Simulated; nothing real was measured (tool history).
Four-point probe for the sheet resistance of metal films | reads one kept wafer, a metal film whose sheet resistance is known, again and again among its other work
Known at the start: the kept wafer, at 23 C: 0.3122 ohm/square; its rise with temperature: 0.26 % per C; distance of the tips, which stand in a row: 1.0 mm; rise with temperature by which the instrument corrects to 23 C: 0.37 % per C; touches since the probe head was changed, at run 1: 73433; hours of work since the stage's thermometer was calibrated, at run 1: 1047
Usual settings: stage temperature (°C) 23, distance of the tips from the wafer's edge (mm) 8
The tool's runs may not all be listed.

run	hour	stage temperature (°C)	distance of the tips from the wafer's edge (mm)	touches since the probe head was changed	hours of work since the stage's thermometer was calibrated	sheet resistance as the instrument gives it (ohm/square)
1	0	23	8	73433	1047	0.314065
2	57.4	23	8	75557	1083	0.314122
3	94.3	25	8	76923	1106	0.313432
4	140.9	28	8	78647	1135	0.31226
5	222.2	28	8	81657	1186	0.312291
6	283.8	28	8	83940	1225	0.312271
# hour 291.5: stage's thermometer calibrated
7	339.5	28	8	85982	30	0.312269
8	377.9	19	8	87403	54	0.315473
9	453.2	34	8	90189	101	0.310218
10	505.4	34	8	92124	134	0.310221
11	557.2	18	8	94039	166	0.315939
12	608	31	73	95923	198	0.308666
# hour 647.7: stage's thermometer calibrated, once more
13	674.1	24	50	98350	17	0.310759
14	745.3	24	50	100986	61	0.310777
15	781.3	24	50	102319	84	0.310691
16	820.3	23	8	103761	108	0.313602
17	855.3	32	5	105055	130	0.3144
18	896.2	26	23	106573	156	0.310275
19	945.2	24	12	108384	186	0.311746
20	1014.5	23	6	110952	230	0.315484

4 ways to go on from here, each from the tool as it stands after run 20. What would each give?
A	1077.2	35	5	113270	269	?
B	1077.2	31	46	113270	269	?
C	1077.2	34	42	113270	269	?
D	1077.2	23	23	113270	269	?

run	sheet resistance as the instrument gives it (ohm/square)
A	0.313294
B	0.308214
C	0.307229
D	0.311222
Without the tool's hidden state the same runs would have given:
run	sheet resistance as the instrument gives it (ohm/square)
A	0.31458
B	0.30948
C	0.308491
D	0.3125
